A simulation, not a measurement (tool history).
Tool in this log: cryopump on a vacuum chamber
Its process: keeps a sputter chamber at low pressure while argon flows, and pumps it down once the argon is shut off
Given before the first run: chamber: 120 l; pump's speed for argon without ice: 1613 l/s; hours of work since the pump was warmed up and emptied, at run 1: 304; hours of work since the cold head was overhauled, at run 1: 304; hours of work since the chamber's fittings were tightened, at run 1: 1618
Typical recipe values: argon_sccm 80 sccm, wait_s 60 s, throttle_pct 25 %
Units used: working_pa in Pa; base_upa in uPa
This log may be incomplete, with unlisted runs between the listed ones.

run,hour,argon_sccm,wait_s,throttle_pct,hours of work since the pump was warmed up and emptied,hours of work since the cold head was overhauled,hours of work since the chamber's fittings were tightened,working_pa,base_upa
1,0,80,60,25,304,304,1618,0.3511,2.14
2,12.9,80,60,25,312,312,1626,0.3526,2.13
3,31.5,80,60,25,324,324,1638,0.3539,2.16
4,41.2,80,60,25,331,331,1644,0.3538,2.15
5,50.1,80,60,25,336,336,1650,0.3553,2.23
6,59.9,80,60,29,343,343,1656,0.3098,2.23
7,70,80,60,29,349,349,1663,0.3073,2.22
8,81.5,80,60,29,357,357,1670,0.3106,2.23
9,94.8,80,60,29,365,365,1679,0.3085,2.32
10,105,80,60,29,372,372,1686,0.3111,2.25
11,123.6,80,60,25,384,384,1698,0.355,2.29
12,132.2,80,60,25,389,389,1703,0.3603,2.34
13,144.7,80,60,25,397,397,1711,0.356,2.35
14,158.5,80,60,25,406,406,1720,0.3578,2.44
15,173.5,123,237,25,416,416,1730,0.5549,2.15
16,187.1,123,237,25,425,425,1739,0.5525,2.19
17,206.4,49,28,25,437,437,1751,0.2221,2.85
18,216.2,80,60,25,444,444,1757,0.3636,2.38
# hour 231.1: pump warmed up, emptied and cooled again
19,240.4,64,187,25,6,456,1770,0.2712,1.75
20,254.5,34,81,20,15,465,1779,0.1771,1.97
21,265.6,34,81,23,22,472,1786,0.157,1.96
22,282.7,115,81,23,33,483,1797,0.5261,1.96
23,298.9,136,97,40,44,494,1807,0.3644,1.94
24,312.3,145,167,46,52,502,1816,0.3381,1.84
25,326.2,75,43,42,61,511,1825,0.1893,2.16
26,339.7,50,60,59,70,520,1834,0.0913,2.08
27,348.6,46,131,17,76,526,1840,0.285,1.91
28,367.6,70,114,16,88,538,1852,0.4623,1.95

Describe how what the log doesn't record of the tool's condition differs between the last listed run preceding each entry between runs and the first listed run following it.
Logged between run 18 and run 19: pump warmed up, emptied and cooled again (hour 231.1)
  pump's speed, % of a pump's without ice: 77.1 -> 99.2; leak into the chamber, uPa l/s: 2565 -> 2581
  measured minus no-state result, working_pa: +0.0266 -> +0.0015 Pa; base_upa: +1.85 -> +1.44 uPa
